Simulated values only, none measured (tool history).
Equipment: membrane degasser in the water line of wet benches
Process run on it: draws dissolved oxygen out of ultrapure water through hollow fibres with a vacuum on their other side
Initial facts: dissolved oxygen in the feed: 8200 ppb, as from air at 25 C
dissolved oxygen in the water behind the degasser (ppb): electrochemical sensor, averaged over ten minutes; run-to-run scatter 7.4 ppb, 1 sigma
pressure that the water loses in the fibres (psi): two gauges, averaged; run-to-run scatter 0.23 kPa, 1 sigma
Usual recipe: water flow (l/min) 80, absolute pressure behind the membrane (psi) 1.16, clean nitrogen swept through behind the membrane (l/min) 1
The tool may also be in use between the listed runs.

run,hour,water flow (l/min),absolute pressure behind the membrane (psi),clean nitrogen swept through behind the membrane (l/min),dissolved oxygen in the water behind the degasser (ppb),pressure that the water loses in the fibres (psi)
1,0,80,1.16,1,775.1,8.467
2,155.6,80,1.16,1,781.7,8.475
3,372.9,80,1.16,2.09,530.3,8.431
4,709,60,1.16,2.09,372.3,6.366
5,870.3,60,1.16,2.09,375.5,6.292
6,1207.6,80,1.16,1.53,639.2,8.47
7,1365.6,80,1.16,1.53,634,8.553
8,1598.9,80,1.16,2.34,511.8,8.509
9,1896.6,80,1.16,2.34,521.9,8.52
10,2218.1,80,2.151,1,1519.1,8.518
11,2525.5,80,1.16,1,800.7,8.477
12,2792.1,80,1.884,1.76,974,8.553
13,3052.7,101,1.962,0.87,1783.5,10.833
14,3268.5,101,1.962,0.87,1777.6,10.833
# hour 3465.8: vacuum gauge calibrated
15,3546.2,101,1.962,0.87,1738.5,10.836
16,3786.2,77,1.962,0.54,1807.5,8.216
17,4084.2,59,1.16,2.69,303.8,6.338
18,4414,71,1.253,0.42,1143.4,7.636

Forecast each of these 3 alternatives for the next run:
A,4570,119,1.16,1,?,?
B,4570,105,1.16,0.95,?,?
C,4570,121,0.959,1.14,?,?

run,dissolved oxygen in the water behind the degasser (ppb),pressure that the water loses in the fibres (psi)
A,1109.4,12.756
B,1035.9,11.272
C,900.5,12.994
What these runs would have given with no unlogged condition in the tool:
run,dissolved oxygen in the water behind the degasser (ppb),pressure that the water loses in the fibres (psi)
A,1065.6,12.246
B,997.2,10.821
C,852,12.475

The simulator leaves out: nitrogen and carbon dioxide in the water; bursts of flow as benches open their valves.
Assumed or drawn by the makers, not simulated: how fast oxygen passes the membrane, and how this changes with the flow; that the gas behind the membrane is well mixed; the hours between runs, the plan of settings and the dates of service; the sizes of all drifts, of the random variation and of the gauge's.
